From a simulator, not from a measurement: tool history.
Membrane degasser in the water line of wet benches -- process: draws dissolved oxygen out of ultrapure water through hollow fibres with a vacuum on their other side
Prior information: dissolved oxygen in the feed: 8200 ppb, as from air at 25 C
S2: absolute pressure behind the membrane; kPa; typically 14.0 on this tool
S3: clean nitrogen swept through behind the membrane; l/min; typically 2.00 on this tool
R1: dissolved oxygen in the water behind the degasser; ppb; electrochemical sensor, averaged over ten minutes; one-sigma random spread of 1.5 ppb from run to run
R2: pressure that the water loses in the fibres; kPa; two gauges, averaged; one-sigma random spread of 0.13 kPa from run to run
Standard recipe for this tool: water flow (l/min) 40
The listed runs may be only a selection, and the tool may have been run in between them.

run 1 day=0.000 | water_flow_(l/min)=40 S2=14.0 S3=2.00 | R1=464.5 R2=28.89
run 2 day=4.204 | water_flow_(l/min)=40 S2=14.0 S3=2.00 | R1=465.2 R2=28.94
run 3 day=13.171 | water_flow_(l/min)=40 S2=14.0 S3=2.00 | R1=460.3 R2=28.64
-- day=21.146 vacuum gauge calibrated
run 4 day=21.871 | water_flow_(l/min)=40 S2=14.0 S3=2.00 | R1=462.3 R2=28.53
run 5 day=25.912 | water_flow_(l/min)=40 S2=14.0 S3=2.00 | R1=461.2 R2=28.79
run 6 day=32.721 | water_flow_(l/min)=40 S2=14.0 S3=2.00 | R1=461.6 R2=28.81
run 7 day=39.608 | water_flow_(l/min)=40 S2=14.0 S3=2.00 | R1=459.8 R2=28.87
run 8 day=44.558 | water_flow_(l/min)=40 S2=14.0 S3=2.00 | R1=458.7 R2=28.81
run 9 day=52.625 | water_flow_(l/min)=40 S2=14.0 S3=2.00 | R1=457.4 R2=28.75
run 10 day=61.729 | water_flow_(l/min)=40 S2=14.0 S3=2.00 | R1=456.6 R2=28.87
run 11 day=68.158 | water_flow_(l/min)=40 S2=14.0 S3=2.00 | R1=459.0 R2=28.98
-- day=70.404 seals of the vacuum lines changed
run 12 day=76.062 | water_flow_(l/min)=40 S2=8.7 S3=2.00 | R1=241.4 R2=28.91
run 13 day=82.900 | water_flow_(l/min)=40 S2=14.0 S3=2.00 | R1=453.1 R2=28.82
run 14 day=88.788 | water_flow_(l/min)=40 S2=14.0 S3=2.00 | R1=458.1 R2=28.75
run 15 day=98.246 | water_flow_(l/min)=38 S2=14.0 S3=2.00 | R1=436.3 R2=27.39
run 16 day=105.121 | water_flow_(l/min)=40 S2=14.0 S3=2.00 | R1=457.4 R2=28.95
run 17 day=112.162 | water_flow_(l/min)=62 S2=16.0 S3=5.00 | R1=403.0 R2=44.96
run 18 day=117.417 | water_flow_(l/min)=62 S2=16.0 S3=5.00 | R1=402.6 R2=44.69
run 19 day=124.188 | water_flow_(l/min)=24 S2=8.5 S3=1.62 | R1=174.3 R2=17.60
run 20 day=133.804 | water_flow_(l/min)=24 S2=8.5 S3=1.62 | R1=174.4 R2=17.39
run 21 day=138.958 | water_flow_(l/min)=28 S2=8.5 S3=1.62 | R1=201.2 R2=20.02
run 22 day=146.129 | water_flow_(l/min)=28 S2=8.5 S3=1.62 | R1=198.6 R2=19.99
run 23 day=154.896 | water_flow_(l/min)=28 S2=8.5 S3=1.62 | R1=198.3 R2=20.22
-- day=156.221 gauge calibrated
run 24 day=161.708 | water_flow_(l/min)=28 S2=8.5 S3=1.62 | R1=203.3 R2=20.37
run 25 day=166.488 | water_flow_(l/min)=54 S2=8.5 S3=2.01 | R1=326.0 R2=38.87
run 26 day=171.225 | water_flow_(l/min)=54 S2=8.5 S3=2.01 | R1=323.1 R2=38.88
run 27 day=180.158 | water_flow_(l/min)=54 S2=8.5 S3=2.01 | R1=324.3 R2=39.11
run 28 day=184.804 | water_flow_(l/min)=54 S2=8.5 S3=2.01 | R1=326.1 R2=38.98
run 29 day=193.992 | water_flow_(l/min)=24 S2=34.2 S3=2.57 | R1=634.9 R2=17.40
run 30 day=202.738 | water_flow_(l/min)=38 S2=13.3 S3=2.57 | R1=332.4 R2=27.23
run 31 day=210.212 | water_flow_(l/min)=36 S2=10.1 S3=1.27 | R1=397.5 R2=25.72
run 32 day=214.500 | water_flow_(l/min)=48 S2=17.4 S3=2.00 | R1=697.1 R2=34.69

3 options for the next run, each taken on its own from the tool as it stands now. Forecast them:
run A day=223.438 | water_flow_(l/min)=42 S2=20.3 S3=2.74 | R1=? R2=?
run B day=223.438 | water_flow_(l/min)=48 S2=24.3 S3=0.85 | R1=? R2=?
run C day=223.438 | water_flow_(l/min)=37 S2=22.7 S3=1.31 | R1=? R2=?

run=A R1=567.1 R2=30.32
run=B R1=1823.5 R2=34.77
run=C R1=1040.7 R2=26.55
Without the tool's hidden state the same runs would have given:
run=A R1=572.3 R2=30.30
run=B R1=1840.5 R2=34.75
run=C R1=1050.4 R2=26.54

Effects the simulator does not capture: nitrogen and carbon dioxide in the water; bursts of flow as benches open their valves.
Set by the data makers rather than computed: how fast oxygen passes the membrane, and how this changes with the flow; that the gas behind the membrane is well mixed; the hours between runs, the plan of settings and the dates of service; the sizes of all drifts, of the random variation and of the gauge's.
